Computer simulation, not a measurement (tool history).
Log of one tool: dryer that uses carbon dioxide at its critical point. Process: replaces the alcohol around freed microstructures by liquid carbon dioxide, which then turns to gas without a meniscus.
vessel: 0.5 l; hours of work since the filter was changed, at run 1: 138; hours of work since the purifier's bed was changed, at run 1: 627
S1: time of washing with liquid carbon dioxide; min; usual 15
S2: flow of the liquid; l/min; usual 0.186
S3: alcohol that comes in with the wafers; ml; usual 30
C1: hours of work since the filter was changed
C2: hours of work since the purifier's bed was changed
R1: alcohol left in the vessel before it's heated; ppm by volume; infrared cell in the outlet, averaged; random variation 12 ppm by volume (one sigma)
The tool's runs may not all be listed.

Run 1, day 0.000: usual settings; C1 138; C2 627. Result: R1 901 ppm by volume.
Run 2, day 1.167: usual settings; C1 153; C2 642. Result: R1 915 ppm by volume.
Run 3, day 2.600: usual settings but S1 20 min; C1 172; C2 660. Result: R1 295 ppm by volume.
Run 4, day 3.229: usual settings but S1 19 min; C1 180; C2 668. Result: R1 371 ppm by volume.
Run 5, day 4.142: usual settings but S1 19 min; C1 191; C2 680. Result: R1 367 ppm by volume.
Run 6, day 5.317: usual settings but S1 19 min; C1 206; C2 695. Result: R1 380 ppm by volume.
Run 7, day 6.000: usual settings; C1 215; C2 704. Result: R1 943 ppm by volume.
Run 8, day 6.983: usual settings; C1 228; C2 716. Result: R1 917 ppm by volume.
Run 9, day 7.996: usual settings; C1 241; C2 729. Result: R1 954 ppm by volume.
Run 10, day 9.258: usual settings; C1 257; C2 745. Result: R1 998 ppm by volume.
Run 11, day 10.392: usual settings but S3 28 ml; C1 271; C2 760. Result: R1 908 ppm by volume.
Run 12, day 11.617: usual settings but S3 28 ml; C1 287; C2 775. Result: R1 940 ppm by volume.
Run 13, day 13.058: usual settings but S3 28 ml; C1 305; C2 794. Result: R1 946 ppm by volume.
Run 14, day 14.246: usual settings but S3 47 ml; C1 321; C2 809. Result: R1 1481 ppm by volume.
Run 15, day 15.262: usual settings but S3 47 ml; C1 334; C2 822. Result: R1 1478 ppm by volume.
Run 16, day 16.038: usual settings but S3 47 ml; C1 343; C2 832. Result: R1 1516 ppm by volume.
Run 17, day 17.467: usual settings but S2 0.162 l/min; C1 362; C2 850. Result: R1 1761 ppm by volume.
Run 18, day 18.062: usual settings but S2 0.162 l/min; C1 369; C2 858. Result: R1 1751 ppm by volume.
Run 19, day 19.208: usual settings but S1 22 min; C1 384; C2 873. Result: R1 274 ppm by volume.
Run 20, day 20.233: usual settings but S1 10 min; C1 397; C2 886. Result: R1 3954 ppm by volume.
Run 21, day 21.017: usual settings but S1 10 min; C1 407; C2 896. Result: R1 3895 ppm by volume.
Run 22, day 21.721: usual settings but S1 10 min; C1 416; C2 905. Result: R1 3964 ppm by volume.
Run 23, day 23.029: usual settings but S1 10 min; C1 433; C2 921. Result: R1 3845 ppm by volume.
Run 24, day 23.671: usual settings but S1 24 min; C1 441; C2 930. Result: R1 220 ppm by volume.
Run 25, day 24.775: usual settings but S1 24 min; C1 455; C2 944. Result: R1 221 ppm by volume.
At day 25.808: inlet filter changed.
Run 26, day 25.900: usual settings but S1 11 min, S2 0.217 l/min; C1 1; C2 958. Result: R1 1478 ppm by volume.
Run 27, day 27.012: usual settings but S1 11 min, S2 0.217 l/min; C1 15; C2 972. Result: R1 1480 ppm by volume.
Run 28, day 28.383: usual settings but S1 11 min, S2 0.217 l/min, S3 73 ml; C1 33; C2 989. Result: R1 3455 ppm by volume.
Run 29, day 29.304: usual settings but S2 0.116 l/min, S3 24 ml; C1 45; C2 1001. Result: R1 3616 ppm by volume.
Run 30, day 30.546: usual settings but S2 0.116 l/min, S3 24 ml; C1 61; C2 1017. Result: R1 3536 ppm by volume.
Run 31, day 31.858: usual settings but S2 0.116 l/min, S3 73 ml; C1 77; C2 1034. Result: R1 10605 ppm by volume.
Run 32, day 32.967: usual settings but S1 11 min, S2 0.252 l/min, S3 80 ml; C1 91; C2 1048. Result: R1 2068 ppm by volume.
Run 33, day 34.283: usual settings but S2 0.128 l/min, S3 41 ml; C1 108; C2 1065. Result: R1 4651 ppm by volume.
Run 34, day 35.462: usual settings but S1 16 min, S2 0.177 l/min, S3 24 ml; C1 123; C2 1080. Result: R1 757 ppm by volume.
Run 35, day 36.725: usual settings but S1 19 min, S2 0.177 l/min, S3 106 ml; C1 140; C2 1096. Result: R1 1319 ppm by volume.
Run 36, day 37.558: usual settings but S1 18 min, S2 0.177 l/min, S3 106 ml; C1 150; C2 1107. Result: R1 1700 ppm by volume.
Run 37, day 38.704: usual settings but S1 18 min, S2 0.177 l/min, S3 106 ml; C1 165; C2 1121. Result: R1 1718 ppm by volume.
Run 38, day 40.175: usual settings but S1 18 min, S2 0.177 l/min, S3 106 ml; C1 184; C2 1140. Result: R1 1772 ppm by volume.
Run 39, day 41.483: usual settings but S1 18 min, S2 0.177 l/min, S3 106 ml; C1 200; C2 1157. Result: R1 1773 ppm by volume.
Run 40, day 42.392: usual settings but S1 19 min, S2 0.154 l/min, S3 51 ml; C1 212; C2 1168. Result: R1 1358 ppm by volume.
Run 41, day 43.771: usual settings but S1 19 min, S2 0.154 l/min, S3 51 ml; C1 230; C2 1186. Result: R1 1413 ppm by volume.
Run 42, day 45.150: usual settings but S1 21 min, S2 0.121 l/min, S3 42 ml; C1 247; C2 1204. Result: R1 2179 ppm by volume.
Run 43, day 45.808: usual settings but S1 21 min, S2 0.121 l/min, S3 42 ml; C1 256; C2 1212. Result: R1 2200 ppm by volume.
Run 44, day 47.100: usual settings but S1 10 min; C1 272; C2 1229. Result: R1 3725 ppm by volume.
Run 45, day 48.125: usual settings but S1 23 min, S2 0.209 l/min, S3 20 ml; C1 285; C2 1242. Result: R1 217 ppm by volume.
Run 46, day 48.962: usual settings but S1 13 min, S2 0.137 l/min, S3 79 ml; C1 296; C2 1252. Result: R1 11165 ppm by volume.
Run 47, day 50.033: usual settings but S1 13 min, S2 0.137 l/min, S3 79 ml; C1 310; C2 1266. Result: R1 11255 ppm by volume.
Run 48, day 51.483: usual settings but S1 18 min, S2 0.133 l/min, S3 34 ml; C1 328; C2 1285. Result: R1 2176 ppm by volume.

Forecast each of these 3 alternatives for the next run:
Run A, day 52.233: usual settings but S1 16 min, S2 0.136 l/min, S3 111 ml; C1 338; C2 1294. Result: R1 ?.
Run B, day 52.233: usual settings but S1 21 min, S2 0.133 l/min, S3 34 ml; C1 338; C2 1294. Result: R1 ?.
Run C, day 52.233: usual settings but S1 19 min, S2 0.183 l/min, S3 37 ml; C1 338; C2 1294. Result: R1 ?.

run    R1
  A  9019
  B  1302
  C   594
Without the tool's hidden state the same runs would have given:
run    R1
  A  7595
  B   913
  C   314
